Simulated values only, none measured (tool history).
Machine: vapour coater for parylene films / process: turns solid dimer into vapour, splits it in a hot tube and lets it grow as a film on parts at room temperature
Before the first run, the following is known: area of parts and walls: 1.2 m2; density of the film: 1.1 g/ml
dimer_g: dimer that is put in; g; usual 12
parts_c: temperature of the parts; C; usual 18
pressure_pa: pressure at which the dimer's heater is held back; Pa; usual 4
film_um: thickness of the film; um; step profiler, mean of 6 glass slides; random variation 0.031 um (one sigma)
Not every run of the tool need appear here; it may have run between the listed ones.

run,hour,dimer_g,parts_c,pressure_pa,film_um
1,0,12,18,4,6.92
2,39.3,12,18,4,6.89
3,70.9,6,18,4,3.43
4,118.4,6,18,4,3.42
# hour 151.6: trap's valve overhauled
5,159.9,6,18,4,3.66
6,179.2,6,18,4,3.63
7,225.3,12,18,4,7.27
8,270.6,12,18,2.93,7.79
9,294.1,12,18,2.93,7.79
10,334.1,12,18,4,7.23
11,357.3,12,18,4,7.15
12,392.2,12,18,4,7.17
13,428.5,12,18,4,7.12
14,455.2,12,18,4,7.12
15,490.3,12,18,5.93,6.45
16,509.9,12,18,5.93,6.44
17,531.9,12,18,5.93,6.44
18,567.2,12,18,5.93,6.45
19,598.5,12,18,5.93,6.39
20,631.6,12,18,5.93,6.38
21,652.9,12,18,5.93,6.36
22,672.9,12,10,4,8.39
23,698.7,12,10,4,8.37
24,726,12,10,4.64,8.3
25,767.3,12,10,4.64,8.24
26,814.7,12,10,4.64,8.23
27,843.4,12,24,4.05,5.68
# hour 866.7: trap's valve overhauled
28,866.7,12,24,8.81,5.05
29,911.7,7,18,9.39,3.54
30,940,12,27,2.29,6.32
31,972.5,12,27,2.29,6.36
32,1019.2,12,17,5.41,7.04
33,1061.9,5,18,2.44,3.45
34,1098.3,12,26,4,5.65
35,1139.4,12,14,7.66,7.09
36,1172.1,12,14,7.66,7.01
37,1192.3,12,14,7.66,7.01
38,1233.9,12,18,4.01,7.19
39,1254.9,11,23,2.48,6.34
40,1299.2,12,29,8.74,4.16
41,1342.1,12,29,8.74,4.15
42,1365.3,10,23,4.47,4.94
43,1385.3,19,15,4,12.41
44,1421.7,19,15,4,12.42
45,1464.6,12,20,11.61,5.1
46,1496,6,10,4,4.17

Difference, measured minus no-hidden-state, one row per run. Run-to-run variation is common to both terms; the gauge's own scatter need not be:
Hidden conditions of the tool in this case: vapour lost through the trap's worn valve, %; true temperature of the parts over the reading, C; drift of the gauge itself on film_um, %.
run,film_um
1,-0.28
2,-0.3
3,-0.16
4,-0.17
5,+0.05
6,+0.05
7,+0.07
8,+0.05
9,+0.03
10,+0.01
11,-0.01
12,-0.04
13,-0.06
14,-0.08
15,-0.09
16,-0.1
17,-0.11
18,-0.13
19,-0.15
20,-0.17
21,-0.18
22,-0.53
23,-0.56
24,-0.59
25,-0.62
26,-0.67
27,-0.27
28,+0.17
29,+0.11
30,+0.17
31,+0.16
32,+0.15
33,+0.06
34,+0.09
35,+0.08
36,+0.06
37,+0.04
38,+0.01
39,+0.01
40,-0.01
41,-0.02
42,-0.05
43,-0.13
44,-0.18
45,-0.09
46,-0.28
